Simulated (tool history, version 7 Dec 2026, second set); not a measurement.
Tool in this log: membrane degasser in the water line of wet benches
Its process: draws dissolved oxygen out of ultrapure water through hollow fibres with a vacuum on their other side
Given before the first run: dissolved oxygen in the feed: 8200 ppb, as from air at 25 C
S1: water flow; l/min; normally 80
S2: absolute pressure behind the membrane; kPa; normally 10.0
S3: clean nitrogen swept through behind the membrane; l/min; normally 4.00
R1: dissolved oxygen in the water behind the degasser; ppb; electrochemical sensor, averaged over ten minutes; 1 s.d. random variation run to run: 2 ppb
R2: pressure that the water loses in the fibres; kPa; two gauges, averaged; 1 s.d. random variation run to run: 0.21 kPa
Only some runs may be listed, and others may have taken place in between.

run,hour,S1,S2,S3,R1,R2
1,0.0,80,10.0,4.00,308.9,49.54
2,104.0,80,10.0,4.00,304.4,48.97
3,267.8,80,10.0,4.00,304.9,49.38
4,352.6,80,10.0,4.00,305.5,49.13
5,498.6,80,10.0,4.00,304.2,48.96
6,583.9,80,10.0,4.00,308.9,49.53
7,672.5,80,10.0,4.00,302.1,49.35
8,755.0,80,10.0,4.00,307.2,49.57
9,924.1,80,10.0,4.00,307.2,49.27
10,1038.7,80,10.0,4.00,305.2,49.33
11,1186.2,80,10.0,4.00,305.0,49.51
# hour 1286.3: vacuum gauge calibrated
12,1318.4,80,17.1,4.00,590.4,49.08
13,1404.3,80,17.1,4.00,598.7,48.88
14,1565.4,80,17.1,4.00,591.1,49.06
15,1639.4,50,10.0,4.00,193.1,30.98
16,1792.1,68,14.8,6.72,275.3,42.36
17,1920.0,68,14.8,6.72,273.8,41.82
18,2088.7,80,17.5,1.62,1208.6,49.46
19,2203.1,80,13.6,4.00,453.7,49.30
20,2307.0,111,24.4,10.73,537.4,68.81
21,2405.0,111,24.4,10.73,545.9,68.58
22,2568.6,59,9.4,4.27,195.4,36.41
23,2716.5,59,9.4,4.27,195.1,36.59
24,2859.1,59,9.4,4.27,195.7,36.46
25,2956.6,65,10.7,4.27,257.9,40.41
26,3085.3,65,21.1,5.05,515.8,40.19
27,3185.3,65,21.1,5.05,507.6,39.85

Alternative continuations, all from the tool just after run 27; predict every row:
A,3344.2,128,21.1,5.05,?,?
B,3344.2,65,21.1,4.84,?,?
C,3344.2,80,16.4,10.04,?,?

run,R1,R2
A,977.8,78.97
B,528.1,40.03
C,254.9,49.19
What these runs would have given with no unlogged condition in the tool:
run,R1,R2
A,976.9,78.82
B,527.8,39.95
C,254.6,49.10
